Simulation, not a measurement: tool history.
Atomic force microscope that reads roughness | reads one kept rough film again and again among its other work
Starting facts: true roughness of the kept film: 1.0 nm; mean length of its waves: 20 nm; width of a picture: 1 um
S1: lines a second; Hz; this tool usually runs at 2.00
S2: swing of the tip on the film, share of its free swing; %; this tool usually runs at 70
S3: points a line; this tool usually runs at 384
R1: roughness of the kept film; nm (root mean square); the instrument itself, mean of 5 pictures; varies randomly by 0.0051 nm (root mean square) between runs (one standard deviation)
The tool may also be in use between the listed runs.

Run 1, hour 0.0: usual settings. Result: R1 0.731 nm (root mean square).
Run 2, hour 6.2: usual settings. Result: R1 0.720 nm (root mean square).
Run 3, hour 12.7: usual settings but S3 420. Result: R1 0.708 nm (root mean square).
Run 4, hour 20.9: usual settings but S2 73 %. Result: R1 0.700 nm (root mean square).
Run 5, hour 31.5: usual settings but S2 73 %. Result: R1 0.682 nm (root mean square).
Run 6, hour 39.4: usual settings but S2 73 %. Result: R1 0.675 nm (root mean square).
Run 7, hour 49.2: usual settings. Result: R1 0.694 nm (root mean square).
Run 8, hour 56.2: usual settings but S1 0.76 Hz. Result: R1 0.721 nm (root mean square).
Run 9, hour 64.8: usual settings but S1 0.76 Hz, S3 577. Result: R1 0.733 nm (root mean square).
Run 10, hour 70.9: usual settings but S1 0.76 Hz, S3 577. Result: R1 0.719 nm (root mean square).
Run 11, hour 83.7: usual settings but S1 0.76 Hz, S3 577. Result: R1 0.708 nm (root mean square).
Run 12, hour 94.6: usual settings but S1 0.76 Hz, S3 577. Result: R1 0.706 nm (root mean square).
Run 13, hour 100.3: usual settings but S1 0.76 Hz, S3 577. Result: R1 0.705 nm (root mean square).
At hour 102.5: new tip fitted.
Run 14, hour 107.8: usual settings but S1 0.76 Hz, S2 56 %, S3 577. Result: R1 0.871 nm (root mean square).
Run 15, hour 119.0: usual settings but S1 0.76 Hz, S2 56 %, S3 577. Result: R1 0.857 nm (root mean square).
Run 16, hour 131.2: usual settings. Result: R1 0.766 nm (root mean square).
Run 17, hour 138.6: usual settings. Result: R1 0.771 nm (root mean square).
Run 18, hour 149.0: usual settings but S3 506. Result: R1 0.750 nm (root mean square).
Run 19, hour 159.5: usual settings but S3 537. Result: R1 0.742 nm (root mean square).
Run 20, hour 172.8: usual settings but S3 537. Result: R1 0.734 nm (root mean square).
Run 21, hour 181.7: usual settings but S3 537. Result: R1 0.727 nm (root mean square).
Run 22, hour 187.4: usual settings but S3 436. Result: R1 0.719 nm (root mean square).
Run 23, hour 194.8: usual settings but S3 918. Result: R1 0.723 nm (root mean square).
Run 24, hour 204.6: usual settings but S3 918. Result: R1 0.706 nm (root mean square).
Run 25, hour 212.4: usual settings but S2 58 %, S3 918. Result: R1 0.742 nm (root mean square).
Run 26, hour 223.9: usual settings but S2 58 %, S3 918. Result: R1 0.749 nm (root mean square).
Run 27, hour 233.9: usual settings but S2 58 %, S3 412. Result: R1 0.719 nm (root mean square).
Run 28, hour 243.7: usual settings but S1 2.50 Hz, S2 79 %, S3 451. Result: R1 0.604 nm (root mean square).
Run 29, hour 253.0: usual settings but S1 2.50 Hz, S2 79 %, S3 451. Result: R1 0.604 nm (root mean square).
Run 30, hour 259.4: usual settings but S2 69 %, S3 529. Result: R1 0.680 nm (root mean square).
Run 31, hour 269.1: usual settings but S2 69 %, S3 461. Result: R1 0.659 nm (root mean square).
Run 32, hour 279.8: usual settings but S2 79 %. Result: R1 0.602 nm (root mean square).
At hour 282.1: new tip fitted.
Run 33, hour 289.6: usual settings but S1 0.66 Hz, S2 56 %, S3 263. Result: R1 0.849 nm (root mean square).
Run 34, hour 300.7: usual settings but S1 2.06 Hz. Result: R1 0.768 nm (root mean square).
Run 35, hour 307.6: usual settings but S1 2.06 Hz. Result: R1 0.769 nm (root mean square).
Run 36, hour 320.7: usual settings but S1 2.06 Hz. Result: R1 0.751 nm (root mean square).
Run 37, hour 332.7: usual settings but S1 0.80 Hz, S2 69 %. Result: R1 0.791 nm (root mean square).
Run 38, hour 341.7: usual settings but S1 0.51 Hz, S3 578. Result: R1 0.802 nm (root mean square).
Run 39, hour 352.3: usual settings but S1 1.13 Hz, S2 73 %, S3 591. Result: R1 0.762 nm (root mean square).
Run 40, hour 360.3: usual settings but S1 2.53 Hz, S3 338. Result: R1 0.700 nm (root mean square).
Run 41, hour 369.8: usual settings but S1 2.53 Hz, S3 338. Result: R1 0.694 nm (root mean square).
Run 42, hour 379.2: usual settings but S1 1.07 Hz, S2 62 %, S3 354. Result: R1 0.764 nm (root mean square).
Run 43, hour 392.7: usual settings but S1 1.07 Hz, S2 62 %, S3 354. Result: R1 0.748 nm (root mean square).
Run 44, hour 402.8: usual settings but S1 1.07 Hz, S2 62 %, S3 354. Result: R1 0.742 nm (root mean square).
Run 45, hour 413.3: usual settings but S1 0.59 Hz, S3 974. Result: R1 0.738 nm (root mean square).
Run 46, hour 425.4: usual settings but S1 0.59 Hz, S3 974. Result: R1 0.739 nm (root mean square).
Run 47, hour 431.9: usual settings but S1 0.59 Hz, S3 974. Result: R1 0.738 nm (root mean square).
Run 48, hour 439.5: usual settings but S1 0.59 Hz, S2 83 %, S3 974. Result: R1 0.693 nm (root mean square).
Run 49, hour 447.6: usual settings but S1 0.59 Hz, S2 83 %, S3 974. Result: R1 0.695 nm (root mean square).
Run 50, hour 454.5: usual settings but S1 0.59 Hz, S2 83 %, S3 974. Result: R1 0.688 nm (root mean square).
At hour 462.7: new tip fitted.
Run 51, hour 463.1: usual settings but S1 0.74 Hz. Result: R1 0.849 nm (root mean square).
Run 52, hour 476.2: usual settings but S1 0.74 Hz. Result: R1 0.839 nm (root mean square).
Run 53, hour 489.8: usual settings but S1 1.02 Hz, S2 89 %, S3 392. Result: R1 0.739 nm (root mean square).

3 ways to go on from here, each from the tool as it stands after run 53. What would each give?
Run A, hour 496.3: usual settings but S1 1.88 Hz. Result: R1 ?.
Run B, hour 496.3: usual settings but S1 0.57 Hz, S2 89 %, S3 516. Result: R1 ?.
Run C, hour 496.3: usual settings but S1 1.02 Hz, S2 89 %, S3 543. Result: R1 ?.

run     R1
  A  0.767
  B  0.787
  C  0.742
Stripped of hidden state, with their random variation kept, the same runs would have yielded:
run     R1
  A  0.805
  B  0.826
  C  0.778

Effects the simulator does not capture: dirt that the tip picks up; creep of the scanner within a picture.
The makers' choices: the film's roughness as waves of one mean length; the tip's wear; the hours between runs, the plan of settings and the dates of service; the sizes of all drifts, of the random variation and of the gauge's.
